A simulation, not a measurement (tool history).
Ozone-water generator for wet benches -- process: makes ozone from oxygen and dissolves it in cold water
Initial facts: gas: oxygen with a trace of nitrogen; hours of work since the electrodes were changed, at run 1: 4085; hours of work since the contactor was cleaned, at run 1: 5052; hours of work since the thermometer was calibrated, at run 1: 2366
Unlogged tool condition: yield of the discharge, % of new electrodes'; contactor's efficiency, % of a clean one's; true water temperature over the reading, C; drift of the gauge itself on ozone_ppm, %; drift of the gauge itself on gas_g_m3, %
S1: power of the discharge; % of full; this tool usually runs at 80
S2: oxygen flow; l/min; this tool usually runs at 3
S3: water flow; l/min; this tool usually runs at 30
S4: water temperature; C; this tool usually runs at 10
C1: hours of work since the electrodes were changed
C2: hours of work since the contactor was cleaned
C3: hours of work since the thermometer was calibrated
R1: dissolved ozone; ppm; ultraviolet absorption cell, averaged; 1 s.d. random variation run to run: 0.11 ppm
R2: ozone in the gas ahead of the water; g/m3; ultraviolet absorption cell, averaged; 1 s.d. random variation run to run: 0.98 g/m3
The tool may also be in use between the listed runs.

run 1 hour=0 | S1=80 S2=3 S3=30 S4=10 | C1=4085 C2=5052 C3=2366 | R1=7.3 R2=152.8
run 2 hour=108.5 | S1=80 S2=3 S3=30 S4=10 | C1=4152 C2=5119 C3=2433 | R1=7.3 R2=152.3
run 3 hour=225.9 | S1=80 S2=3 S3=30 S4=10 | C1=4224 C2=5191 C3=2505 | R1=7.2 R2=151
run 4 hour=317.6 | S1=80 S2=3 S3=30 S4=16 | C1=4280 C2=5247 C3=2562 | R1=6.8 R2=152.4
run 5 hour=445.6 | S1=80 S2=3 S3=30 S4=16 | C1=4359 C2=5326 C3=2640 | R1=6.8 R2=153.7
-- hour=462.1 water thermometer calibrated
run 6 hour=579.5 | S1=80 S2=2.22 S3=30 S4=10 | C1=4441 C2=5408 C3=72 | R1=6.4 R2=169
run 7 hour=677.7 | S1=41 S2=3 S3=19 S4=10 | C1=4501 C2=5468 C3=132 | R1=7.3 R2=98.8
run 8 hour=804.6 | S1=80 S2=5.22 S3=30 S4=6 | C1=4579 C2=5546 C3=210 | R1=9.2 R2=124.2
-- hour=849.7 water thermometer calibrated, once more
run 9 hour=954.3 | S1=80 S2=5.33 S3=30 S4=6 | C1=4671 C2=5638 C3=64 | R1=9.1 R2=121
run 10 hour=1122.3 | S1=80 S2=5.33 S3=30 S4=6 | C1=4774 C2=5741 C3=168 | R1=9.2 R2=121.4
run 11 hour=1215.8 | S1=80 S2=5.33 S3=30 S4=6 | C1=4832 C2=5798 C3=225 | R1=9 R2=120.8

How the hidden state differs across the entries between the runs, from the last listed run before each to the first after it:
In the gap between runs 5 and 6: water thermometer calibrated (hour 462.1)
  yield of the discharge, % of new electrodes': 90.9 -> 90.7; contactor's efficiency, % of a clean one's: 92.1 -> 92; true water temperature over the reading, C: 0.11 -> 0.15
  measured value less the no-hidden-state value, R1: -1.1 -> -1 ppm; R2: -16.7 -> -18.9 g/m3
In the gap between runs 8 and 9: water thermometer calibrated, once more (hour 849.7)
  yield of the discharge, % of new electrodes': 90.4 -> 90.2; contactor's efficiency, % of a clean one's: 91.8 -> 91.7; true water temperature over the reading, C: 0.16 -> 0.01
  measured value less the no-hidden-state value, R1: -1.6 -> -1.7 ppm; R2: -14.3 -> -14.5 g/m3
